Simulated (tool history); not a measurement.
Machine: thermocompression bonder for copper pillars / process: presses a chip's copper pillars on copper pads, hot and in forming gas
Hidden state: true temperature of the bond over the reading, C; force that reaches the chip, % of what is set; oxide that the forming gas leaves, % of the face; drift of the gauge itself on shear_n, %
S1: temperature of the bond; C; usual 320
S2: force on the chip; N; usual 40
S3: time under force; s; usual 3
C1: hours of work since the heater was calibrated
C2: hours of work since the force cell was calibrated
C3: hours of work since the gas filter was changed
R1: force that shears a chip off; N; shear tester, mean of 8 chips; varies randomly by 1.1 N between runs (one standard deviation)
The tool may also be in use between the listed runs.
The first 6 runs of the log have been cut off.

Run 7, hour 63.9: usual settings but S3 4 s; C1 500; C2 374; C3 245. Result: R1 96.0 N.
Run 8, hour 71.4: usual settings; C1 506; C2 380; C3 251. Result: R1 89.3 N.
Run 9, hour 82.8: usual settings but S2 41 N; C1 515; C2 389; C3 260. Result: R1 87.6 N.
Run 10, hour 96.7: usual settings but S2 41 N; C1 526; C2 400; C3 271. Result: R1 89.3 N.
At hour 111.0: heater calibrated with a thermocouple chip.
Run 11, hour 112.9: usual settings but S2 41 N; C1 2; C2 411; C3 282. Result: R1 86.2 N.
Run 12, hour 125.2: usual settings but S2 41 N; C1 11; C2 421; C3 292. Result: R1 83.9 N.
Run 13, hour 139.7: usual settings but S1 299 C; C1 23; C2 432; C3 303. Result: R1 71.9 N.
Run 14, hour 145.9: usual settings but S1 299 C; C1 28; C2 437; C3 308. Result: R1 73.7 N.
Run 15, hour 160.8: usual settings but S1 334 C; C1 39; C2 449; C3 320. Result: R1 91.6 N.
At hour 163.6: force cell calibrated.
Run 16, hour 171.3: usual settings but S1 334 C; C1 46; C2 6; C3 327. Result: R1 89.5 N.
At hour 177.1: forming gas filter changed.
Run 17, hour 181.8: usual settings but S2 35 N; C1 54; C2 14; C3 4. Result: R1 84.4 N.
Run 18, hour 189.3: usual settings; C1 60; C2 20; C3 10. Result: R1 93.0 N.
Run 19, hour 198.5: usual settings; C1 68; C2 27; C3 17. Result: R1 92.8 N.
At hour 203.7: force cell calibrated, once more.
Run 20, hour 213.7: usual settings but S3 5 s; C1 78; C2 8; C3 28. Result: R1 107.2 N.
Run 21, hour 223.0: usual settings but S1 332 C; C1 86; C2 15; C3 35. Result: R1 101.4 N.
Run 22, hour 229.9: usual settings but S1 332 C, S3 8 s; C1 91; C2 21; C3 41. Result: R1 125.6 N.
Run 23, hour 242.3: usual settings but S1 332 C, S3 2 s; C1 101; C2 30; C3 50. Result: R1 87.6 N.
Run 24, hour 251.7: usual settings but S1 332 C, S3 2 s; C1 108; C2 38; C3 58. Result: R1 89.3 N.
Run 25, hour 259.7: usual settings but S2 36 N, S3 7 s; C1 115; C2 44; C3 64. Result: R1 112.6 N.

Run 26 is up next; what results do you expect?
Run 26, hour 269.9: usual settings but S2 31 N, S3 2 s; C1 123; C2 52; C3 72. Result: R1 ?.

R1: 66.9 N
Without the tool's hidden state the same run would have given R1 68.0 N.
